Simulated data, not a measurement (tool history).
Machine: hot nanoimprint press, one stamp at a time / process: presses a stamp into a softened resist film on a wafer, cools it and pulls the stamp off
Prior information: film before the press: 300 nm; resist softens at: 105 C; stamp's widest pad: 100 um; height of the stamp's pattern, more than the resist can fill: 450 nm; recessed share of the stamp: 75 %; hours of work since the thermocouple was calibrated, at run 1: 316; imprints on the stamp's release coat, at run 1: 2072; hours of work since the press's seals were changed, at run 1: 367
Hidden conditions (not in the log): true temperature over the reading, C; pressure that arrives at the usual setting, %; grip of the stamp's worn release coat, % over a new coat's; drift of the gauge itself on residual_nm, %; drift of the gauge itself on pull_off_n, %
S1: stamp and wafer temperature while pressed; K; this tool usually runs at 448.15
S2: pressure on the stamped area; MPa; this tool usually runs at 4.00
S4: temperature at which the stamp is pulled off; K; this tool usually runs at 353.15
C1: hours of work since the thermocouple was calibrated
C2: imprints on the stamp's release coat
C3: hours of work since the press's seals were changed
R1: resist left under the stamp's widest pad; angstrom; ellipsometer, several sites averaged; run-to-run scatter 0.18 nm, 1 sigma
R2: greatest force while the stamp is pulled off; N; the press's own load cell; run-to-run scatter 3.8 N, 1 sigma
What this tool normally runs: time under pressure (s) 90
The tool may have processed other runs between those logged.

run 1 hour=0.0 | S1=448.15 S2=4.00 time_under_pressure_(s)=90 S4=353.15 | C1=316 C2=2072 C3=367 | R1=1621 R2=313
-- hour=70.9 stamp cleaned and given a new release coat
-- hour=82.4 plate thermocouple calibrated
run 2 hour=84.8 | S1=448.15 S2=4.00 time_under_pressure_(s)=90 S4=353.15 | C1=2 C2=49 C3=420 | R1=1600 R2=184
run 3 hour=155.9 | S1=448.15 S2=4.00 time_under_pressure_(s)=90 S4=353.15 | C1=51 C2=371 C3=469 | R1=1594 R2=203
run 4 hour=226.9 | S1=448.15 S2=4.00 time_under_pressure_(s)=90 S4=353.15 | C1=100 C2=692 C3=518 | R1=1593 R2=219
run 5 hour=282.0 | S1=448.15 S2=4.00 time_under_pressure_(s)=90 S4=361.15 | C1=138 C2=941 C3=556 | R1=1589 R2=220
run 6 hour=359.6 | S1=448.15 S2=4.24 time_under_pressure_(s)=90 S4=361.15 | C1=191 C2=1292 C3=609 | R1=1540 R2=244
-- hour=396.9 press's hydraulic seals changed and the load cell set to zero
run 7 hour=431.0 | S1=448.15 S2=4.24 time_under_pressure_(s)=90 S4=361.15 | C1=235 C2=1578 C3=23 | R1=1522 R2=248
run 8 hour=490.7 | S1=448.15 S2=4.24 time_under_pressure_(s)=90 S4=361.15 | C1=276 C2=1848 C3=65 | R1=1514 R2=269
run 9 hour=537.3 | S1=448.15 S2=4.00 time_under_pressure_(s)=90 S4=353.15 | C1=308 C2=2059 C3=97 | R1=1562 R2=313
-- hour=548.1 plate thermocouple calibrated, once more
run 10 hour=576.7 | S1=448.15 S2=4.00 time_under_pressure_(s)=90 S4=353.15 | C1=20 C2=2223 C3=122 | R1=1654 R2=331
-- hour=610.2 stamp cleaned and given a new release coat
run 11 hour=655.4 | S1=448.15 S2=4.00 time_under_pressure_(s)=90 S4=349.15 | C1=70 C2=204 C3=172 | R1=1648 R2=205
run 12 hour=713.8 | S1=448.15 S2=4.00 time_under_pressure_(s)=90 S4=349.15 | C1=110 C2=468 C3=212 | R1=1646 R2=215
run 13 hour=768.3 | S1=446.15 S2=3.87 time_under_pressure_(s)=53 S4=353.15 | C1=148 C2=715 C3=250 | R1=2058 R2=222
run 14 hour=810.8 | S1=446.15 S2=3.87 time_under_pressure_(s)=53 S4=353.15 | C1=177 C2=907 C3=279 | R1=2060 R2=240
run 15 hour=860.1 | S1=460.15 S2=4.26 time_under_pressure_(s)=81 S4=353.15 | C1=211 C2=1130 C3=313 | R1=1042 R2=250
run 16 hour=934.6 | S1=448.15 S2=5.58 time_under_pressure_(s)=90 S4=353.15 | C1=262 C2=1467 C3=364 | R1=1375 R2=278
run 17 hour=989.5 | S1=454.15 S2=5.58 time_under_pressure_(s)=166 S4=343.15 | C1=300 C2=1715 C3=402 | R1=867 R2=309
run 18 hour=1054.9 | S1=453.15 S2=2.71 time_under_pressure_(s)=90 S4=353.15 | C1=345 C2=2011 C3=447 | R1=1654 R2=316
-- hour=1091.3 plate thermocouple calibrated
run 19 hour=1103.7 | S1=439.15 S2=3.28 time_under_pressure_(s)=121 S4=354.15 | C1=9 C2=2218 C3=479 | R1=2282 R2=318
-- hour=1140.3 stamp cleaned and given a new release coat
run 20 hour=1165.8 | S1=443.15 S2=4.00 time_under_pressure_(s)=100 S4=358.15 | C1=47 C2=116 C3=517 | R1=1947 R2=181
run 21 hour=1226.0 | S1=438.15 S2=2.97 time_under_pressure_(s)=159 S4=348.15 | C1=89 C2=388 C3=559 | R1=2290 R2=216
run 22 hour=1293.3 | S1=448.15 S2=2.75 time_under_pressure_(s)=106 S4=353.15 | C1=135 C2=692 C3=605 | R1=1897 R2=226
-- hour=1338.1 press's hydraulic seals changed and the load cell set to zero
run 23 hour=1373.6 | S1=451.15 S2=2.51 time_under_pressure_(s)=127 S4=340.15 | C1=185 C2=1019 C3=24 | R1=1678 R2=262
run 24 hour=1423.1 | S1=456.15 S2=3.53 time_under_pressure_(s)=72 S4=348.15 | C1=219 C2=1243 C3=59 | R1=1400 R2=265

Forecast each of these 3 alternatives for the next run:
run A hour=1468.1 | S1=454.15 S2=3.53 time_under_pressure_(s)=170 S4=341.15 | C1=250 C2=1446 C3=90 | R1=? R2=?
run B hour=1468.1 | S1=456.15 S2=3.53 time_under_pressure_(s)=74 S4=348.15 | C1=250 C2=1446 C3=90 | R1=? R2=?
run C hour=1468.1 | S1=445.15 S2=3.53 time_under_pressure_(s)=55 S4=348.15 | C1=250 C2=1446 C3=90 | R1=? R2=?

run=A R1=1130 R2=302
run=B R1=1384 R2=274
run=C R1=2171 R2=280
Take away the tool's hidden state, keep each run's random variation, and the runs would have read:
run=A R1=1137 R2=208
run=B R1=1392 R2=189
run=C R1=2181 R2=193
